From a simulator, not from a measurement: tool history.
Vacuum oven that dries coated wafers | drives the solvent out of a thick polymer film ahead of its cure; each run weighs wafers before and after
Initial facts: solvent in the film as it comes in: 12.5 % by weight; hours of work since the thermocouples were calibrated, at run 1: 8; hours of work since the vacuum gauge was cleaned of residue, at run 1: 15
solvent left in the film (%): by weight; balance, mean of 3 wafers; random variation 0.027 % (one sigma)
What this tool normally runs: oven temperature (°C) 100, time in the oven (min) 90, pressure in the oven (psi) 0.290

run   hour  oven temperature (°C)  time in the oven (min)  pressure in the oven (psi)  hours of work since the thermocouples were calibrated  hours of work since the vacuum gauge was cleaned of residue  solvent left in the film (%)
  1    0.0                    100                      90                       0.290                                                      8                                                           15                          2.35
  2   10.2                    100                      50                       0.290                                                     14                                                           21                          3.33
  3   18.5                    100                      50                       0.290                                                     18                                                           25                          3.38
  4   25.7                    100                      90                       0.290                                                     22                                                           29                          2.28
  5   35.0                    100                      90                       0.290                                                     27                                                           35                          2.34
  6   44.6                    100                      90                       0.290                                                     33                                                           40                          2.37
  7   53.4                    100                      90                       0.290                                                     38                                                           45                          2.36
  8   59.9                    100                      90                       0.290                                                     41                                                           49                          2.31
  9   67.2                    100                     105                       0.290                                                     45                                                           53                          2.19
 10   72.5                    100                     105                       0.290                                                     48                                                           56                          2.19
 11   78.1                    100                     105                       0.397                                                     52                                                           59                          2.98
 12   88.6                    100                      51                       0.290                                                     57                                                           65                          3.26
 13   93.7                    100                      51                       0.290                                                     60                                                           67                          3.29
 14  105.3                     94                      90                       0.157                                                     67                                                           74                          2.04
 15  112.9                     87                      79                       0.157                                                     71                                                           78                          3.51
 16  118.2                     87                      79                       0.157                                                     74                                                           81                          3.50
     120.8  -- oven's thermocouples calibrated
 17  127.5                     87                     129                       0.157                                                      4                                                           85                          2.40
 18  135.1                     90                      90                       0.750                                                      8                                                           90                          8.14
 19  144.7                    108                      67                       0.345                                                     13                                                           95                          2.11
     152.0  -- oven's thermocouples calibrated, once more
 20  154.6                    108                      67                       0.345                                                      1                                                           99                          1.98
 21  165.3                    106                     108                       0.290                                                      7                                                          105                          1.60
 22  173.1                    103                      90                       0.290                                                     12                                                          110                          1.93
 23  181.9                     97                      90                       0.737                                                     17                                                          115                          5.94
 24  188.6                    107                      90                       0.737                                                     20                                                          118                          4.00
 25  194.2                    107                      90                       0.737                                                     24                                                          122                          4.05
 26  205.5                    107                      90                       0.737                                                     30                                                          128                          3.99

Alternative continuations, all from the tool just after run 26; predict every row:
  A  216.2                    100                      80                       0.290                                                     36                                                          134                             ?
  B  216.2                     99                      73                       0.814                                                     36                                                          134                             ?
  C  216.2                    103                      90                       0.519                                                     36                                                          134                             ?
  D  216.2                     96                      90                       0.290                                                     36                                                          134                             ?

run  solvent left in the film (%)
  A                          2.40
  B                          6.07
  C                          3.24
  D                          2.80
Without the tool's unlogged condition, the same runs would have read:
run  solvent left in the film (%)
  A                          2.40
  B                          6.07
  C                          3.24
  D                          2.80

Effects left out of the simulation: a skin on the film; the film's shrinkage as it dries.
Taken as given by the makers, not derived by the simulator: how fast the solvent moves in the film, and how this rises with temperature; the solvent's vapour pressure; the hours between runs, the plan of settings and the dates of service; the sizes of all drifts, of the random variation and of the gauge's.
